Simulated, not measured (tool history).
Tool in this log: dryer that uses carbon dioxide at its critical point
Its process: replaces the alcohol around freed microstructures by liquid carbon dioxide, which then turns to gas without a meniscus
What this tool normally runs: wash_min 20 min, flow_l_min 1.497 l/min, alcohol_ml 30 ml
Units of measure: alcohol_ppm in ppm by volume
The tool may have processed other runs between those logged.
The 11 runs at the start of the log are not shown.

run   hour  wash_min  flow_l_min  alcohol_ml  alcohol_ppm
 12  130.9        15       1.497          30          137
 13  144.8        20       1.497          23           82
 14  154.8        15       1.497          23          126
 15  169.0        20       1.310          30          106
 16  181.4        20       1.310          30          108
 17  191.2        20       1.497          51           98
 18  206.4        20       1.497          51           98
 19  214.3        20       1.497          51          107
 20  228.1        26       1.497          30           73
 21  236.3        26       1.497          30           78
 22  251.5        20       1.497          30          105
 23  258.6        20       1.497          30           96
 24  267.7        20       1.550          30           95
 25  280.0        19       2.510          28           84
 26  293.4        24       0.930          43          204
 27  304.0        30       1.480          43           81
 28  317.8        15       1.720          72          198
     326.6  -- inlet filter changed
 29  334.1        20       1.340          30          110
 30  349.5        18       1.890         119          106
 31  359.9        20       2.200          30           90
 32  373.1        20       2.200          30           93
 33  382.8        20       2.200          30           87
 34  395.6        18       1.250          30          142

Expected results for the next run?
 35  403.2        20       1.650          41            ?

alcohol_ppm: 102 ppm by volume
Take away the tool's hidden state, keep the run-to-run variation as it was, and the same run would have given alcohol_ppm 11 ppm by volume.
